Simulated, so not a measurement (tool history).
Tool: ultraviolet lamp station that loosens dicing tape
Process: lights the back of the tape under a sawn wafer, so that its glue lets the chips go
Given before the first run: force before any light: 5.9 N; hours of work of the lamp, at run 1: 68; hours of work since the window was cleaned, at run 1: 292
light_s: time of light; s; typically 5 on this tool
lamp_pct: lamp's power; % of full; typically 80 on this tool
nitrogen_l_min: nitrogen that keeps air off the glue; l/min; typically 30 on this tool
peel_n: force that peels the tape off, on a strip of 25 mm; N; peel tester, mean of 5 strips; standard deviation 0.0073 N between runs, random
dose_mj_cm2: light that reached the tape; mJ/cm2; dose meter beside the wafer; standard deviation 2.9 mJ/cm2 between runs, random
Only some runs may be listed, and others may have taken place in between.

| run | day | light_s | lamp_pct | nitrogen_l_min | hours of work of the lamp | hours of work since the window was cleaned | peel_n | dose_mj_cm2 |
|---|---|---|---|---|---|---|---|---|
| 1 | 0.000 | 5 | 80 | 30 | 68 | 292 | 0.317 | 378 |
| 2 | 0.650 | 4 | 80 | 30 | 75 | 300 | 0.539 | 300 |
| 3 | 1.167 | 3 | 80 | 30 | 82 | 306 | 0.911 | 226 |
| 4 | 1.612 | 3 | 80 | 30 | 87 | 312 | 0.982 | 220 |
| 5 | 2.271 | 5 | 74 | 30 | 95 | 320 | 0.391 | 340 |
|  | 2.492 | window cleaned of glue's vapour |
| 6 | 2.900 | 5 | 74 | 30 | 102 | 5 | 0.344 | 363 |
| 7 | 3.458 | 5 | 81 | 20 | 109 | 12 | 0.423 | 394 |
| 8 | 4.021 | 7 | 95 | 36 | 116 | 18 | 0.093 | 655 |
| 9 | 4.392 | 7 | 95 | 36 | 120 | 23 | 0.093 | 658 |
| 10 | 4.971 | 3 | 98 | 30 | 127 | 30 | 0.587 | 289 |
| 11 | 5.612 | 3 | 98 | 30 | 135 | 37 | 0.593 | 288 |
| 12 | 6.008 | 2 | 77 | 56 | 139 | 42 | 1.262 | 146 |

Consider 5 possible next runs. They are alternatives, not a sequence: every one starts from the tool as it was left by run 12. What does each give?
| A | 6.462 | 5 | 81 | 44 | 145 | 47 | ? | ? |
| B | 6.462 | 5 | 98 | 14 | 145 | 47 | ? | ? |
| C | 6.462 | 2 | 79 | 25 | 145 | 47 | ? | ? |
| D | 6.462 | 4 | 84 | 30 | 145 | 47 | ? | ? |
| E | 6.462 | 5 | 97 | 13 | 145 | 47 | ? | ? |

| run | peel_n | dose_mj_cm2 |
|---|---|---|
| A | 0.205 | 392 |
| B | 0.407 | 473 |
| C | 1.774 | 151 |
| D | 0.431 | 326 |
| E | 0.442 | 468 |
Without the tool's unlogged condition, the same runs would have read:
| run | peel_n | dose_mj_cm2 |
|---|---|---|
| A | 0.184 | 412 |
| B | 0.363 | 497 |
| C | 1.674 | 159 |
| D | 0.385 | 342 |
| E | 0.395 | 492 |
